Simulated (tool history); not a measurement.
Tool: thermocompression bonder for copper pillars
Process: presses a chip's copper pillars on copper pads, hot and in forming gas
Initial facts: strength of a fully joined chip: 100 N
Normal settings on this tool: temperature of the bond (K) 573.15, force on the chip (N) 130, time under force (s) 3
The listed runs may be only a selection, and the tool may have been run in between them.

run  hour  temperature of the bond (K)  force on the chip (N)  time under force (s)  force that shears a chip off (N)
  1   0.0                       573.15                    130                     3                              57.9
  2   7.5                       573.15                    130                     3                              58.0
  3  15.6                       573.15                    130                     3                              58.3
  4  22.4                       573.15                    130                     3                              58.0
  5  31.1                       573.15                    103                     3                              52.2
     35.5  -- forming gas filter changed
  6  38.2                       573.15                    103                     3                              52.3
  7  48.1                       573.15                    103                     3                              51.9
  8  55.7                       573.15                    103                     3                              52.0
  9  63.2                       573.15                    179                     5                              75.7
 10  69.1                       573.15                     83                     3                              47.0
 11  78.6                       546.15                    166                     3                              51.7
 12  88.9                       578.15                    153                     3                              64.6
 13  93.1                       568.15                    111                     2                              44.8
 14  98.1                       568.15                    111                     2                              45.1

Expected results for the next run?
 15  102.4                       568.15                    111                     2                                 ?

{"run 15": {"force that shears a chip off (N)": 44.7}}
If the tool had no hidden condition, the same run with the same run-to-run variation would have returned force that shears a chip off (N) 44.7.
